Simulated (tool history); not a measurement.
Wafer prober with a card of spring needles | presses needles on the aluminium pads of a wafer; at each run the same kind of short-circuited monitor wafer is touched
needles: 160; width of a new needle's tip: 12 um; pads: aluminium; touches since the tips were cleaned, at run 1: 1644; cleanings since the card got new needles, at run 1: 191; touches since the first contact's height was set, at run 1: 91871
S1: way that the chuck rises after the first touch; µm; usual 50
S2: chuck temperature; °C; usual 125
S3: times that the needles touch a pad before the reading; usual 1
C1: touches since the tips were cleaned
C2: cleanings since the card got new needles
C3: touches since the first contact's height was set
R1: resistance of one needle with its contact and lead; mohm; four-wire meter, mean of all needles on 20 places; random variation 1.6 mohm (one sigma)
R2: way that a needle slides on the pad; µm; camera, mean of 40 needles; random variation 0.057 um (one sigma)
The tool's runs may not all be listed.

run	day	S1	S2	S3	C1	C2	C3	R1	R2
1	0	50	125	1	1644	191	91871	240	12.45
# day 0.088: tips cleaned on abrasive film
# day 0.262: tips cleaned on abrasive film
# day 0.433: tips cleaned on abrasive film
# day 0.571: height of the first contact set anew
# day 0.658: tips cleaned on abrasive film
# day 0.833: tips cleaned on abrasive film
# day 1.004: tips cleaned on abrasive film
# day 1.221: tips cleaned on abrasive film
# day 1.392: tips cleaned on abrasive film
# day 1.608: tips cleaned on abrasive film
# day 1.821: tips cleaned on abrasive film
# day 2.038: tips cleaned on abrasive film
# day 2.25: tips cleaned on abrasive film
# day 2.425: tips cleaned on abrasive film
# day 2.596: tips cleaned on abrasive film
# day 2.808: tips cleaned on abrasive film
2	2.883	50	125	1	1203	206	36479	236	12.78
# day 3.017: tips cleaned on abrasive film
# day 3.229: tips cleaned on abrasive film
# day 3.446: tips cleaned on abrasive film
# day 3.617: tips cleaned on abrasive film
# day 3.833: tips cleaned on abrasive film
# day 4.046: tips cleaned on abrasive film
# day 4.217: tips cleaned on abrasive film
# day 4.433: tips cleaned on abrasive film
# day 4.646: tips cleaned on abrasive film
# day 4.821: tips cleaned on abrasive film
# day 5.033: tips cleaned on abrasive film
# day 5.25: tips cleaned on abrasive film
# day 5.421: tips cleaned on abrasive film
# day 5.921: card fitted with new needles
# day 6.138: tips cleaned on abrasive film
# day 6.308: tips cleaned on abrasive film
3	6.346	50	125	1	578	2	6684	185	12.85
# day 6.517: tips cleaned on abrasive film
# day 6.692: tips cleaned on abrasive film
# day 6.904: tips cleaned on abrasive film
# day 7.121: tips cleaned on abrasive film
# day 7.333: tips cleaned on abrasive film
# day 7.55: tips cleaned on abrasive film
# day 7.721: tips cleaned on abrasive film
# day 7.933: tips cleaned on abrasive film
# day 8.108: tips cleaned on abrasive film
# day 8.321: tips cleaned on abrasive film
# day 8.496: tips cleaned on abrasive film
# day 8.708: tips cleaned on abrasive film
# day 8.925: tips cleaned on abrasive film
# day 9.096: tips cleaned on abrasive film
# day 9.312: tips cleaned on abrasive film
4	9.429	33	125	1	1923	17	55417	285	8.29
# day 9.517: tips cleaned on abrasive film
# day 9.692: tips cleaned on abrasive film
# day 9.862: tips cleaned on abrasive film
# day 10.079: tips cleaned on abrasive film
# day 10.25: tips cleaned on abrasive film
# day 10.467: tips cleaned on abrasive film
# day 10.638: tips cleaned on abrasive film
# day 10.85: tips cleaned on abrasive film
# day 11.025: tips cleaned on abrasive film
# day 11.196: tips cleaned on abrasive film
# day 11.412: tips cleaned on abrasive film
# day 11.583: tips cleaned on abrasive film
# day 11.8: tips cleaned on abrasive film
# day 11.971: tips cleaned on abrasive film
# day 12.188: tips cleaned on abrasive film
# day 12.325: height of the first contact set anew
# day 12.371: tips cleaned on abrasive film
# day 12.583: tips cleaned on abrasive film
# day 12.8: tips cleaned on abrasive film
# day 12.971: tips cleaned on abrasive film
# day 13.175: tips cleaned on abrasive film
5	13.175	33	125	1	0	37	13408	189	8.5
# day 13.35: tips cleaned on abrasive film
# day 13.562: tips cleaned on abrasive film
# day 13.738: tips cleaned on abrasive film
# day 13.908: tips cleaned on abrasive film
# day 14.125: tips cleaned on abrasive film
# day 14.296: tips cleaned on abrasive film
# day 14.512: tips cleaned on abrasive film
# day 14.683: tips cleaned on abrasive film
# day 14.854: tips cleaned on abrasive film
# day 15.071: tips cleaned on abrasive film
# day 15.242: tips cleaned on abrasive film
6	15.325	33	125	1	1341	48	47312	281	8.28
# day 15.458: tips cleaned on abrasive film
# day 15.629: tips cleaned on abrasive film
# day 15.842: tips cleaned on abrasive film
# day 16.017: tips cleaned on abrasive film
# day 16.188: tips cleaned on abrasive film
# day 16.404: tips cleaned on abrasive film
# day 16.575: tips cleaned on abrasive film
# day 16.75: tips cleaned on abrasive film
# day 16.962: tips cleaned on abrasive film
# day 17.175: tips cleaned on abrasive film
# day 17.392: tips cleaned on abrasive film
# day 17.604: tips cleaned on abrasive film
# day 17.821: tips cleaned on abrasive film
# day 18.033: tips cleaned on abrasive film
7	18.083	50	42	1	763	62	90815	186	12.51
# day 18.212: tips cleaned on abrasive film
# day 18.388: tips cleaned on abrasive film
# day 18.6: tips cleaned on abrasive film
# day 18.696: height of the first contact set anew
# day 18.829: tips cleaned on abrasive film
# day 19: tips cleaned on abrasive film
# day 19.212: tips cleaned on abrasive film
# day 19.429: tips cleaned on abrasive film
# day 19.642: tips cleaned on abrasive film
# day 19.817: tips cleaned on abrasive film
# day 20.029: tips cleaned on abrasive film
# day 20.246: tips cleaned on abrasive film
# day 20.458: tips cleaned on abrasive film
# day 20.675: tips cleaned on abrasive film
# day 20.888: tips cleaned on abrasive film
# day 21.104: tips cleaned on abrasive film
# day 21.317: tips cleaned on abrasive film
8	21.388	43	41	1	1108	78	42491	227	10.91
# day 21.517: tips cleaned on abrasive film
# day 21.688: tips cleaned on abrasive film
# day 21.862: tips cleaned on abrasive film
# day 22.033: tips cleaned on abrasive film
# day 22.25: tips cleaned on abrasive film
# day 22.421: tips cleaned on abrasive film
# day 22.638: tips cleaned on abrasive film
# day 22.85: tips cleaned on abrasive film
# day 23.067: tips cleaned on abrasive film
# day 23.279: tips cleaned on abrasive film
# day 23.454: tips cleaned on abrasive film
# day 23.667: tips cleaned on abrasive film
# day 23.883: tips cleaned on abrasive film
# day 24.054: tips cleaned on abrasive film
# day 24.267: tips cleaned on abrasive film
# day 24.442: tips cleaned on abrasive film
# day 24.654: tips cleaned on abrasive film
9	24.679	43	41	1	409	95	94459	186	10.7
# day 24.854: tips cleaned on abrasive film
# day 25.067: tips cleaned on abrasive film
# day 25.079: height of the first contact set anew
# day 25.254: tips cleaned on abrasive film
# day 25.467: tips cleaned on abrasive film
# day 25.683: tips cleaned on abrasive film
# day 25.896: tips cleaned on abrasive film
# day 26.071: tips cleaned on abrasive film
# day 26.242: tips cleaned on abrasive film
# day 26.458: tips cleaned on abrasive film
# day 26.671: tips cleaned on abrasive film
# day 26.888: tips cleaned on abrasive film
# day 27.1: tips cleaned on abrasive film
# day 27.317: tips cleaned on abrasive film
# day 27.529: tips cleaned on abrasive film
# day 27.746: tips cleaned on abrasive film
# day 27.958: tips cleaned on abrasive film
10	28.096	43	41	1	2249	111	47702	266	10.9
# day 28.146: tips cleaned on abrasive film
# day 28.317: tips cleaned on abrasive film
# day 28.488: tips cleaned on abrasive film
# day 28.662: tips cleaned on abrasive film
# day 28.875: tips cleaned on abrasive film
# day 29.092: tips cleaned on abrasive film
# day 29.304: tips cleaned on abrasive film
# day 29.521: tips cleaned on abrasive film
# day 29.733: tips cleaned on abrasive film
# day 29.95: tips cleaned on abrasive film
11	30.038	58	120	2	1416	121	78290	186	14.59
# day 30.125: tips cleaned on abrasive film
# day 30.296: tips cleaned on abrasive film
# day 30.471: tips cleaned on abrasive film
# day 30.683: tips cleaned on abrasive film
# day 30.858: tips cleaned on abrasive film
# day 31.071: tips cleaned on abrasive film
# day 31.246: tips cleaned on abrasive film
# day 31.417: tips cleaned on abrasive film
# day 31.471: height of the first contact set anew
# day 31.646: tips cleaned on abrasive film
# day 31.817: tips cleaned on abrasive film
# day 31.988: tips cleaned on abrasive film
# day 32.204: tips cleaned on abrasive film
# day 32.375: tips cleaned on abrasive film
# day 32.55: tips cleaned on abrasive film
# day 32.721: tips cleaned on abrasive film
# day 32.938: tips cleaned on abrasive film
# day 33.108: tips cleaned on abrasive film
12	33.133	37	114	1	392	138	26172	217	9.51

Forecast each of these 5 alternatives for the next run:
# day 33.304: tips cleaned on abrasive film
# day 33.521: tips cleaned on abrasive film
# day 33.692: tips cleaned on abrasive film
# day 33.862: tips cleaned on abrasive film
# day 34.038: tips cleaned on abrasive film
# day 34.25: tips cleaned on abrasive film
# day 34.425: tips cleaned on abrasive film
# day 34.596: tips cleaned on abrasive film
# day 34.812: tips cleaned on abrasive film
# day 34.983: tips cleaned on abrasive film
A	35.083	45	114	3	1622	148	56965	?	?
# day 33.304: tips cleaned on abrasive film
# day 33.521: tips cleaned on abrasive film
# day 33.692: tips cleaned on abrasive film
# day 33.862: tips cleaned on abrasive film
# day 34.038: tips cleaned on abrasive film
# day 34.25: tips cleaned on abrasive film
# day 34.425: tips cleaned on abrasive film
# day 34.596: tips cleaned on abrasive film
# day 34.812: tips cleaned on abrasive film
# day 34.983: tips cleaned on abrasive film
B	35.083	61	66	3	1622	148	56965	?	?
# day 33.304: tips cleaned on abrasive film
# day 33.521: tips cleaned on abrasive film
# day 33.692: tips cleaned on abrasive film
# day 33.862: tips cleaned on abrasive film
# day 34.038: tips cleaned on abrasive film
# day 34.25: tips cleaned on abrasive film
# day 34.425: tips cleaned on abrasive film
# day 34.596: tips cleaned on abrasive film
# day 34.812: tips cleaned on abrasive film
# day 34.983: tips cleaned on abrasive film
C	35.083	48	114	1	1622	148	56965	?	?
# day 33.304: tips cleaned on abrasive film
# day 33.521: tips cleaned on abrasive film
# day 33.692: tips cleaned on abrasive film
# day 33.862: tips cleaned on abrasive film
# day 34.038: tips cleaned on abrasive film
# day 34.25: tips cleaned on abrasive film
# day 34.425: tips cleaned on abrasive film
# day 34.596: tips cleaned on abrasive film
# day 34.812: tips cleaned on abrasive film
# day 34.983: tips cleaned on abrasive film
D	35.083	50	43	1	1622	148	56965	?	?
# day 33.304: tips cleaned on abrasive film
# day 33.521: tips cleaned on abrasive film
# day 33.692: tips cleaned on abrasive film
# day 33.862: tips cleaned on abrasive film
# day 34.038: tips cleaned on abrasive film
# day 34.25: tips cleaned on abrasive film
# day 34.425: tips cleaned on abrasive film
# day 34.596: tips cleaned on abrasive film
# day 34.812: tips cleaned on abrasive film
# day 34.983: tips cleaned on abrasive film
E	35.083	50	35	2	1622	148	56965	?	?

run	R1	R2
A	187	11.5
B	170	15.47
C	227	12.21
D	222	12.68
E	189	12.63
Without the tool's hidden state the same runs would have given:
run	R1	R2
A	157	11.76
B	151	15.73
C	157	12.47
D	149	12.94
E	145	12.89
